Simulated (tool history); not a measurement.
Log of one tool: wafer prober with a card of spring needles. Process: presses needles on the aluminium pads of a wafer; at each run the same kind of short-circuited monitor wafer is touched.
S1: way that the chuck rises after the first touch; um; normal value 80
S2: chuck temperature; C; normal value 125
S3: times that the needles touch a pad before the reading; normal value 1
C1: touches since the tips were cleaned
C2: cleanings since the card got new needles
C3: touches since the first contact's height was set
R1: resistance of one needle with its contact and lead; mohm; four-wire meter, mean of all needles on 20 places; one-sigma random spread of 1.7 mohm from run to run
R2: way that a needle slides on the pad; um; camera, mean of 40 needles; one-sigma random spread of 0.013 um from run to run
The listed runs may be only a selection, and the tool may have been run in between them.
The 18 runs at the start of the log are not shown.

run 19 hour=295.0 | S1=72 S2=31 S3=1 | C1=4985 C2=12 C3=7522 | R1=440 R2=14.21
run 20 hour=305.6 | S1=80 S2=43 S3=1 | C1=6994 C2=12 C3=9531 | R1=416 R2=15.81
-- hour=310.5 tips cleaned on abrasive film
run 21 hour=317.2 | S1=80 S2=26 S3=1 | C1=1273 C2=13 C3=11721 | R1=253 R2=15.77
run 22 hour=331.3 | S1=76 S2=26 S3=2 | C1=3941 C2=13 C3=14389 | R1=300 R2=14.97
run 23 hour=342.4 | S1=77 S2=53 S3=3 | C1=6045 C2=13 C3=16493 | R1=261 R2=15.20
-- hour=351.0 tips cleaned on abrasive film
run 24 hour=359.0 | S1=77 S2=53 S3=3 | C1=1528 C2=14 C3=19638 | R1=204 R2=15.18
run 25 hour=377.9 | S1=85 S2=76 S3=3 | C1=5113 C2=14 C3=23223 | R1=236 R2=16.75
-- hour=391.9 tips cleaned on abrasive film
run 26 hour=401.2 | S1=62 S2=35 S3=2 | C1=1778 C2=15 C3=27631 | R1=297 R2=12.19
run 27 hour=416.9 | S1=100 S2=75 S3=2 | C1=4755 C2=15 C3=30608 | R1=255 R2=19.71
-- hour=433.7 tips cleaned on abrasive film
run 28 hour=437.2 | S1=91 S2=75 S3=2 | C1=664 C2=16 C3=34448 | R1=199 R2=17.94
run 29 hour=447.4 | S1=80 S2=80 S3=2 | C1=2602 C2=16 C3=36386 | R1=268 R2=15.74
run 30 hour=459.1 | S1=79 S2=123 S3=1 | C1=4813 C2=16 C3=38597 | R1=390 R2=15.54
-- hour=474.1 tips cleaned on abrasive film
run 31 hour=478.8 | S1=80 S2=63 S3=2 | C1=885 C2=17 C3=42326 | R1=214 R2=15.71
run 32 hour=492.1 | S1=79 S2=48 S3=2 | C1=3409 C2=17 C3=44850 | R1=289 R2=15.51
run 33 hour=512.8 | S1=92 S2=48 S3=2 | C1=7334 C2=17 C3=48775 | R1=284 R2=18.07
-- hour=515.0 tips cleaned on abrasive film
run 34 hour=531.1 | S1=92 S2=48 S3=2 | C1=3042 C2=18 C3=52232 | R1=245 R2=18.05

Forecast each of these 4 alternatives for the next run:
run A hour=547.4 | S1=94 S2=28 S3=1 | C1=6139 C2=18 C3=55329 | R1=? R2=?
run B hour=547.4 | S1=80 S2=125 S3=1 | C1=6139 C2=18 C3=55329 | R1=? R2=?
run C hour=547.4 | S1=79 S2=56 S3=2 | C1=6139 C2=18 C3=55329 | R1=? R2=?
run D hour=547.4 | S1=74 S2=27 S3=2 | C1=6139 C2=18 C3=55329 | R1=? R2=?

run=A R1=351 R2=18.45
run=B R1=406 R2=15.69
run=C R1=317 R2=15.51
run=D R1=341 R2=14.49
With the hidden condition removed and each run's random variation left untouched, the same runs would have given:
run=A R1=152 R2=18.58
run=B R1=175 R2=15.82
run=C R1=160 R2=15.64
run=D R1=156 R2=14.62

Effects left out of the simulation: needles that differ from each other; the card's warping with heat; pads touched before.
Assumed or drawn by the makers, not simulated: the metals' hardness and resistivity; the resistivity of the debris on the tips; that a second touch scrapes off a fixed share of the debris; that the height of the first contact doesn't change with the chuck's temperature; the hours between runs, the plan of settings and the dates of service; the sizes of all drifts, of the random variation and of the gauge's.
